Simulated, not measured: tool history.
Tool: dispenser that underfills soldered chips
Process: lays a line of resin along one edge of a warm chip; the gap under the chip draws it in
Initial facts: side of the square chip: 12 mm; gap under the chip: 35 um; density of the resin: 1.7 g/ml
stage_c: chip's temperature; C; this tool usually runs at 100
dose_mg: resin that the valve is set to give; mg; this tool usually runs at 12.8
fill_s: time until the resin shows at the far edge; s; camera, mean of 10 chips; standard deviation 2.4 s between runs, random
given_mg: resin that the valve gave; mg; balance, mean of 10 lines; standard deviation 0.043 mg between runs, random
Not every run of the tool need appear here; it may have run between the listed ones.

run,hour,stage_c,dose_mg,fill_s,given_mg
1,0,100,12.8,442.3,12.4
# hour 1.5: new syringe of resin
2,10.4,100,12.8,358.3,12.37
# hour 16.1: dispensing valve cleaned and set on the balance
# hour 17.2: new syringe of resin
3,20.7,100,12.8,274.4,12.79
# hour 31.6: new syringe of resin
4,33,95,12.8,292.6,12.71
5,39.4,95,16.5,376.2,16.29
# hour 46.8: new syringe of resin
6,47.7,95,16.5,274.7,16.25
7,60.1,95,16.5,489.4,16.13
# hour 61.3: new syringe of resin
8,72.8,100,12.8,396.6,12.54
# hour 75.9: new syringe of resin
9,79.8,100,11.8,287,11.48
# hour 91.2: new syringe of resin
10,91.5,100,12.8,237.2,12.42
11,102.3,100,12.8,390.5,12.45
# hour 106.2: new syringe of resin
12,113.3,100,12.8,333.9,12.27
# hour 121.3: new syringe of resin
13,129.6,100,12.8,336,12.26
# hour 136.2: new syringe of resin
# hour 145.4: dispensing valve cleaned and set on the balance
14,145.4,100,12.8,336.7,12.71
# hour 151.5: new syringe of resin
15,161.1,100,12.8,358.6,12.67
# hour 165.7: new syringe of resin
16,169.6,110,14.5,203.4,14.47
# hour 180.4: new syringe of resin
17,183.7,113,14.3,187,14.1
18,190.4,100,13.1,366.1,12.79
# hour 194.9: new syringe of resin
19,202.7,100,13.1,326.6,12.85
# hour 209.8: new syringe of resin
20,213.8,100,13.1,276.1,12.74
21,222.2,100,13.1,397.9,12.73
# hour 224.7: new syringe of resin
22,233.9,100,13.5,351,13.04
# hour 240.1: new syringe of resin
23,242.4,98,14.7,267.2,14.15
# hour 255.4: new syringe of resin
24,256.8,98,14.7,252.4,14.18
# hour 269.7: new syringe of resin
25,270.9,98,14.7,246.9,14.12
# hour 273.9: dispensing valve cleaned and set on the balance
26,280.6,102,12.2,339.2,12.1
# hour 285.6: new syringe of resin
27,296.4,100,12.8,377.4,12.7

Below are 5 alternative next runs, each starting from the tool's condition after run 27. Predict each:
# hour 300.2: new syringe of resin
A,312.4,95,12.9,?,?
# hour 300.2: new syringe of resin
B,312.4,98,12.8,?,?
# hour 300.2: new syringe of resin
C,312.4,95,12.4,?,?
# hour 300.2: new syringe of resin
D,312.4,100,14.7,?,?
# hour 300.2: new syringe of resin
E,312.4,96,12.8,?,?

run,fill_s,given_mg
A,465,12.7
B,417.7,12.72
C,468.1,12.2
D,396.3,14.52
E,452,12.65
With no hidden state in the tool, these same runs would have given:
run,fill_s,given_mg
A,282.2,12.86
B,253.1,12.88
C,284.1,12.35
D,240.1,14.7
E,274,12.8

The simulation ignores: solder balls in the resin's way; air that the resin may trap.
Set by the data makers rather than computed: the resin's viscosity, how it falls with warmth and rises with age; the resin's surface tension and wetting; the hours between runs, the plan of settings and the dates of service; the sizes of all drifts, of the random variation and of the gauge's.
